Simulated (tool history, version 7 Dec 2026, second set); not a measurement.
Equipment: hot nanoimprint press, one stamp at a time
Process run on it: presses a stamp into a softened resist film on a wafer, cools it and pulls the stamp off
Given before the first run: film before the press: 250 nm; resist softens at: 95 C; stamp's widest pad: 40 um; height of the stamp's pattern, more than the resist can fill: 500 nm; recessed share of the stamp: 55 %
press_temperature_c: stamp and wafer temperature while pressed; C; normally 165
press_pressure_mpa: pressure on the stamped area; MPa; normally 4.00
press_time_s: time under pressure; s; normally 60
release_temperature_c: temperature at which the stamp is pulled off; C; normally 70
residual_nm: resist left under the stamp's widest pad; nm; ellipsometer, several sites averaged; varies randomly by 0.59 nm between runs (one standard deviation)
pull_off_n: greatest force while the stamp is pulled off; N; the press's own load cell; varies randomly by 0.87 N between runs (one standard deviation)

run	hour	press_temperature_c	press_pressure_mpa	press_time_s	release_temperature_c	residual_nm	pull_off_n
1	0.0	165	4.00	60	70	130.6	137.4
2	78.8	173	4.00	60	70	94.8	139.0
3	157.6	173	4.00	60	70	94.4	137.7
4	248.5	173	4.00	60	70	94.7	139.1
# hour 271.7: stamp cleaned and given a new release coat
5	308.5	173	4.00	60	70	94.6	137.2
6	401.9	173	4.00	60	70	94.9	135.5
# hour 432.8: plate thermocouple calibrated
7	472.9	173	4.00	60	70	94.4	137.6
8	526.6	165	4.00	44	70	146.4	136.1
# hour 610.3: stamp cleaned and given a new release coat
9	610.3	165	4.00	44	70	146.0	135.2
10	671.3	165	4.00	44	70	148.2	137.5
11	727.3	165	4.00	44	70	147.6	136.4
12	769.0	165	4.00	44	70	146.7	136.5
# hour 865.4: plate thermocouple calibrated
13	865.4	165	5.50	60	70	116.1	135.8
# hour 949.7: stamp cleaned and given a new release coat
14	963.4	165	5.50	60	70	116.6	137.4
15	1015.0	165	2.97	60	70	148.2	136.4
16	1077.0	165	2.97	60	61	148.9	148.4
17	1140.3	165	2.97	60	61	148.4	148.8
18	1201.7	165	4.00	107	70	106.9	136.2
# hour 1232.8: press's hydraulic seals changed and the load cell set to zero
19	1258.2	165	4.00	107	70	107.1	137.4
# hour 1299.3: stamp cleaned and given a new release coat
# hour 1317.5: plate thermocouple calibrated
20	1346.7	165	4.58	60	70	126.3	136.8
21	1435.0	165	4.58	60	70	126.7	137.6
22	1496.3	165	4.34	74	70	120.4	136.7
23	1595.4	165	3.04	49	70	157.7	137.6
# hour 1638.9: stamp cleaned and given a new release coat
24	1689.3	165	3.04	49	70	159.0	137.0
# hour 1754.4: plate thermocouple calibrated
25	1757.5	163	4.00	47	70	156.7	136.9
# hour 1845.9: gauge calibrated
26	1856.4	165	4.00	35	70	157.5	136.8
27	1936.3	177	4.44	51	71	81.5	136.5
# hour 1979.1: stamp cleaned and given a new release coat
28	2002.2	165	2.51	87	70	139.2	137.4
29	2074.4	165	2.51	87	57	139.1	153.3

Each run again, without the hidden state but with its own random variation kept:
The hidden state here: true temperature over the reading, C; pressure that arrives at the usual setting, %; grip of the stamp's worn release coat, % over a new coat's; drift of the gauge itself on residual_nm, %; drift of the gauge itself on pull_off_n, %.
run	residual_nm
1	130.7
2	94.7
3	94.2
4	94.5
5	94.3
6	94.5
7	93.7
8	145.3
9	144.7
10	146.8
11	146.1
12	145.1
13	114.5
14	114.8
15	146.0
16	146.6
17	146.0
18	105.1
19	105.3
20	123.7
21	124.1
22	117.8
23	154.1
24	155.2
25	152.6
26	157.5
27	81.4
28	139.0
29	138.8
pull_off_n: at most 0.3 N away from the measurement, every run.

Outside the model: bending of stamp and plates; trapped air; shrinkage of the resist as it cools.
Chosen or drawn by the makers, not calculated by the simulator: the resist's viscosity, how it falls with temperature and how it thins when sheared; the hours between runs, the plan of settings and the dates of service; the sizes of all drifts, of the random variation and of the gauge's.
